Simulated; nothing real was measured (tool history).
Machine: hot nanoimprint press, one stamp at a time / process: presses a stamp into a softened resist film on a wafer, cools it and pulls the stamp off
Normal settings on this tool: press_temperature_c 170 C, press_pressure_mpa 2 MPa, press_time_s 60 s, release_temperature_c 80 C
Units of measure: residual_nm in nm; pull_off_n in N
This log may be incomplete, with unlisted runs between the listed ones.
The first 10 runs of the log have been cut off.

run   hour  press_temperature_c  press_pressure_mpa  press_time_s  release_temperature_c  residual_nm  pull_off_n
 11   87.9                  170                2.03            60                     80        158.3         223
 12   95.8                  170                2.03            60                     80        157.6         220
 13  102.3                  170                2.03            60                     80        158.1         222
 14  108.3                  170                2.03            60                     80        158.2         227
 15  114.1                  170                2.03            60                     80        157.8         235
 16  120.6                  170                2.03            60                     80        157.6         222
 17    125                  170                1.36            31                     83        238.6         213
 18  134.1                  178                2.14           117                     83         90.3         221
 19  138.5                  178                2.14           117                     83           90         220

For run 20, what comes out?
 20  144.1                  170                   2            39                     77            ?           ?

{"run 20": {"residual_nm": 186.3, "pull_off_n": 243}}
If the tool had no hidden condition, the same run with the same run-to-run variation would have returned residual_nm 188.2 nm, pull_off_n 229 N.
